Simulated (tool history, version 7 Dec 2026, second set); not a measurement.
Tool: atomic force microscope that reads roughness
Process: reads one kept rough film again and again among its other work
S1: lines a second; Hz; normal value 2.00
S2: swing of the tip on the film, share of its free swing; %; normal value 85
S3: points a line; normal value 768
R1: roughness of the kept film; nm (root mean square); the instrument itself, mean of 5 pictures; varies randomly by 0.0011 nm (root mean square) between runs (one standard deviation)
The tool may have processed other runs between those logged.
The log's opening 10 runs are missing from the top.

| run | hour | S1 | S2 | S3 | R1 |
|---|---|---|---|---|---|
|  | 137.4 | new tip fitted |
| 11 | 139.7 | 2.00 | 81 | 768 | 0.809 |
| 12 | 156.0 | 2.96 | 85 | 768 | 0.723 |
|  | 168.8 | new tip fitted |
| 13 | 169.4 | 2.00 | 85 | 515 | 0.790 |
| 14 | 184.3 | 2.00 | 85 | 355 | 0.781 |
|  | 200.6 | new tip fitted |
| 15 | 203.7 | 2.00 | 85 | 355 | 0.785 |
| 16 | 219.5 | 2.00 | 85 | 789 | 0.780 |
|  | 233.1 | new tip fitted |
| 17 | 236.3 | 2.81 | 85 | 967 | 0.738 |
| 18 | 252.6 | 0.60 | 85 | 960 | 0.882 |
|  | 264.7 | new tip fitted |
| 19 | 266.8 | 0.84 | 85 | 447 | 0.871 |
| 20 | 282.1 | 2.00 | 60 | 493 | 0.895 |
| 21 | 294.0 | 2.00 | 78 | 768 | 0.816 |
|  | 297.7 | new tip fitted |
| 22 | 306.0 | 0.79 | 81 | 768 | 0.884 |
| 23 | 321.9 | 0.79 | 81 | 768 | 0.877 |
|  | 329.1 | new tip fitted |
| 24 | 340.5 | 2.00 | 85 | 595 | 0.783 |
| 25 | 354.2 | 2.00 | 85 | 595 | 0.776 |
|  | 361.4 | new tip fitted |
| 26 | 368.9 | 0.72 | 85 | 372 | 0.876 |
| 27 | 387.7 | 1.04 | 89 | 857 | 0.831 |
|  | 393.9 | new tip fitted |
| 28 | 403.4 | 2.50 | 83 | 380 | 0.766 |
| 29 | 418.5 | 2.36 | 79 | 758 | 0.797 |
|  | 426.3 | new tip fitted |
| 30 | 437.2 | 2.36 | 79 | 758 | 0.802 |
| 31 | 450.9 | 2.36 | 79 | 758 | 0.796 |

Forecast each of these 5 alternatives for the next run:
|  | 458.9 | new tip fitted |
| A | 467.2 | 0.76 | 67 | 758 | ? |
|  | 458.9 | new tip fitted |
| B | 467.2 | 2.00 | 85 | 821 | ? |
|  | 458.9 | new tip fitted |
| C | 467.2 | 1.53 | 61 | 938 | ? |
|  | 458.9 | new tip fitted |
| D | 467.2 | 0.56 | 58 | 272 | ? |
|  | 458.9 | new tip fitted |
| E | 467.2 | 1.81 | 85 | 768 | ? |

| run | R1 |
|---|---|
| A | 0.916 |
| B | 0.787 |
| C | 0.908 |
| D | 0.929 |
| E | 0.798 |
Had the tool no hidden state, the same runs would have come out as:
| run | R1 |
|---|---|
| A | 0.916 |
| B | 0.786 |
| C | 0.907 |
| D | 0.929 |
| E | 0.798 |

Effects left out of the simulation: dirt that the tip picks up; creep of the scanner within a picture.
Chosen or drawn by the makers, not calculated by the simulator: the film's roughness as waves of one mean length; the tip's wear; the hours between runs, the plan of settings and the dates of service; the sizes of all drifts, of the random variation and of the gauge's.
